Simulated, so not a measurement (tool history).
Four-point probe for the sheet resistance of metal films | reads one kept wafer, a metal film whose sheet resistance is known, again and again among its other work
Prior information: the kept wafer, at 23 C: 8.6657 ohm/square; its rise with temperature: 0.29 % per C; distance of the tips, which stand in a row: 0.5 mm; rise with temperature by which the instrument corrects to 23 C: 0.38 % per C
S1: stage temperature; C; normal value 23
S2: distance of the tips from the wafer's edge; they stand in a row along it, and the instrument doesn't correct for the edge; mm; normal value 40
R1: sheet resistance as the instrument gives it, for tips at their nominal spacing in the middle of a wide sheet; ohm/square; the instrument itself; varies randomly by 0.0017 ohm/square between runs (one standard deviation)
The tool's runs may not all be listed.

| run | day | S1 | S2 | R1 |
|---|---|---|---|---|
| 1 | 0 | 23 | 40 | 8.66175 |
| 2 | 1.604 | 23 | 40 | 8.662798 |
| 3 | 3.125 | 23 | 40 | 8.661007 |
| 4 | 4.979 | 23 | 40 | 8.664439 |
| 5 | 6.571 | 23 | 40 | 8.667676 |
| 6 | 8.346 | 23 | 40 | 8.664988 |
| 7 | 9.538 | 23 | 40 | 8.664372 |
| 8 | 10.612 | 23 | 23 | 8.668349 |
| 9 | 12.112 | 23 | 23 | 8.664 |
| 10 | 14.038 | 23 | 23 | 8.668693 |
| 11 | 15.979 | 23 | 23 | 8.667759 |
| 12 | 16.95 | 23 | 23 | 8.668906 |
|  | 17.046 | stage's thermometer calibrated |
| 13 | 18.792 | 23 | 23 | 8.671111 |
| 14 | 19.621 | 23 | 23 | 8.670966 |
| 15 | 21.117 | 23 | 23 | 8.669919 |
|  | 21.758 | stage's thermometer calibrated, once more |
| 16 | 22.867 | 21 | 9 | 8.695866 |
| 17 | 23.988 | 21 | 9 | 8.697163 |
| 18 | 25.85 | 21 | 9 | 8.697819 |
| 19 | 27.688 | 26 | 12 | 8.649442 |
| 20 | 29.442 | 25 | 19 | 8.65508 |
| 21 | 31.096 | 23 | 11 | 8.67867 |
| 22 | 32.362 | 22 | 15 | 8.680602 |
| 23 | 34.304 | 22 | 15 | 8.681643 |
| 24 | 35.917 | 34 | 8 | 8.602349 |
| 25 | 37.467 | 28 | 3 | 8.760397 |
| 26 | 38.896 | 28 | 3 | 8.758269 |
| 27 | 40.55 | 34 | 40 | 8.588639 |

Branching from run 27: 3 alternative next runs. What would each branch give?
| A | 42.417 | 30 | 40 | ? |
| B | 42.417 | 23 | 11 | ? |
| C | 42.417 | 27 | 14 | ? |

| run | R1 |
|---|---|
| A | 8.617119 |
| B | 8.681502 |
| C | 8.643524 |
Without the tool's hidden state the same runs would have given:
| run | R1 |
|---|---|
| A | 8.611284 |
| B | 8.675591 |
| C | 8.637658 |
